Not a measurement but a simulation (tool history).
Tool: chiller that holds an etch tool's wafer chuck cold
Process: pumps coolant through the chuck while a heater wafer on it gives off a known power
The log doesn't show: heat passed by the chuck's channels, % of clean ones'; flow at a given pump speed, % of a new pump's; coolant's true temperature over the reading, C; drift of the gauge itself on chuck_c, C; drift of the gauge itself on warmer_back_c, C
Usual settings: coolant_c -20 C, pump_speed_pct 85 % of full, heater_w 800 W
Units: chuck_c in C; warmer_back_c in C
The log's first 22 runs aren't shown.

run,day,coolant_c,pump_speed_pct,heater_w,hours since the coolant was changed and the channels were flushed,hours since the pump was overhauled,hours since the chiller's thermometer was calibrated,chuck_c,warmer_back_c
23,24.55,-30,75,923,3348,275,545,-17.2,3.66
24,25.667,-21,79,800,3375,301,572,-10.4,2.96
25,26.8,-23,87,455,3402,329,599,-17.2,1.56
26,27.696,-23,87,455,3424,350,621,-17.4,1.57
27,28.742,-15,70,455,3449,375,646,-8.4,1.97
28,29.5,-15,70,455,3467,393,664,-8.5,1.86
29,30.225,-15,70,803,3484,411,682,-3.2,3.44
30,30.917,-15,70,803,3501,427,698,-3.4,3.4
31,31.812,-15,70,803,3522,449,720,-3.2,3.41
32,33.258,-15,70,803,3557,484,754,-3.3,3.41

3 ways to go on from here, each from the tool as it stands after run 32. What would each give?
A,34.033,-20,85,620,3576,502,773,?,?
B,34.033,-29,86,1075,3576,502,773,?,?
C,34.033,-11,83,803,3576,502,773,?,?

run,chuck_c,warmer_back_c
A,-11.8,2.22
B,-15.3,3.77
C,-0.4,2.92
Without the tool's hidden state the same runs would have given:
run,chuck_c,warmer_back_c
A,-12.6,2.22
B,-16.5,3.76
C,-1.4,2.92
